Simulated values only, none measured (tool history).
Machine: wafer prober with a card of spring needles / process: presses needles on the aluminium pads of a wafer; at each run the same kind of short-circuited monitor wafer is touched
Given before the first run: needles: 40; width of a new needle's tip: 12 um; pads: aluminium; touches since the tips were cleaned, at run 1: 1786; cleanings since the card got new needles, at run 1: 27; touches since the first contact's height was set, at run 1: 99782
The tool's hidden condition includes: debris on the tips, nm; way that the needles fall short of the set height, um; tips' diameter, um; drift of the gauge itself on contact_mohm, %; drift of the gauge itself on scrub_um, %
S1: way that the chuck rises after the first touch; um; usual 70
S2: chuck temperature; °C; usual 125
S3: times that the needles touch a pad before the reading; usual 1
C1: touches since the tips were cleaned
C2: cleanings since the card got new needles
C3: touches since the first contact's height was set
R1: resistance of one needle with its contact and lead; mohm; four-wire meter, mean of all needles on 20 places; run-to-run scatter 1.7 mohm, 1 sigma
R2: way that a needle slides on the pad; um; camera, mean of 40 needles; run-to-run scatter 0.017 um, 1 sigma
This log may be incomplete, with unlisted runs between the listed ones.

run   hour  S1   S2  S3    C1  C2      C3   R1     R2
  1      0  70  125   1  1786  27   99782  194  16.08
      19.7  -- tips cleaned on abrasive film
      43.4  -- tips cleaned on abrasive film
      65.2  -- tips cleaned on abrasive film
  2   69.6  70  125   1  1800  30  128247  195  15.98
        89  -- tips cleaned on abrasive film
     111.1  -- tips cleaned on abrasive film
     134.6  -- tips cleaned on abrasive film
  3  142.6  70  125   1  3250  33  158085  202  15.95
     159.7  -- tips cleaned on abrasive film
     179.4  -- height of the first contact set anew
     184.6  -- tips cleaned on abrasive film
     206.6  -- tips cleaned on abrasive film
  4  208.2  86  125   1   657  36   11765  181  19.89
     217.1  -- tips cleaned on abrasive film, once more
     239.8  -- tips cleaned on abrasive film
  5  248.1  70  125   1  3397  38   28038  203  16.14
     264.1  -- tips cleaned on abrasive film
       289  -- tips cleaned on abrasive film
  6  289.1  70  125   1    23  40   44806  183  16.11
     313.7  -- tips cleaned on abrasive film
     338.9  -- tips cleaned on abrasive film
  7  346.3  70  125   1  3030  42   68231  199   16.1
     359.5  -- tips cleaned on abrasive film
     383.2  -- tips cleaned on abrasive film
  8    402  70  125   2  7711  44   90997  194  16.03
     406.3  -- tips cleaned on abrasive film
     431.7  -- tips cleaned on abrasive film
     456.6  -- tips cleaned on abrasive film
  9    460  70  125   2  1403  47  114734  188  15.99
     479.8  -- tips cleaned on abrasive film
     501.1  -- tips cleaned on abrasive film
 10  520.2  70  125   2  7847  49  139348  195  15.98
     525.4  -- tips cleaned on abrasive film
     550.8  -- tips cleaned on abrasive film
 11    563  70  125   1  4994  51  156854  202  15.91
     573.3  -- tips cleaned on abrasive film
       594  -- tips cleaned on abrasive film
     602.2  -- height of the first contact set anew
 12  613.2  70   99   1  7769  53    4513  203  16.21
     618.3  -- tips cleaned on abrasive film
     640.2  -- tips cleaned on abrasive film
 13  660.4  70   99   1  8324  55   23851  203   16.2
     664.2  -- tips cleaned on abrasive film
     686.1  -- tips cleaned on abrasive film
     710.8  -- tips cleaned on abrasive film
 14  719.6  70   99   1  3641  58   48031  202  16.15
     731.7  -- tips cleaned on abrasive film
     756.4  -- tips cleaned on abrasive film
     779.3  -- tips cleaned on abrasive film
 15  779.3  70   99   1     0  61   72413  176  16.03
     802.3  -- tips cleaned on abrasive film
 16  818.6  77   53   1  6723  62   88537  190  17.68

Expected results for the next run?
     827.3  -- tips cleaned on abrasive film
     849.8  -- tips cleaned on abrasive film
       871  -- tips cleaned on abrasive film
 17  879.5  50  43   2  3495  65  113424   ?   ?

{"run 17": {"R1": 203, "R2": 11.39}}
The same run, on a tool lacking any hidden state, would have yielded R1 169 mohm, R2 11.61 um.
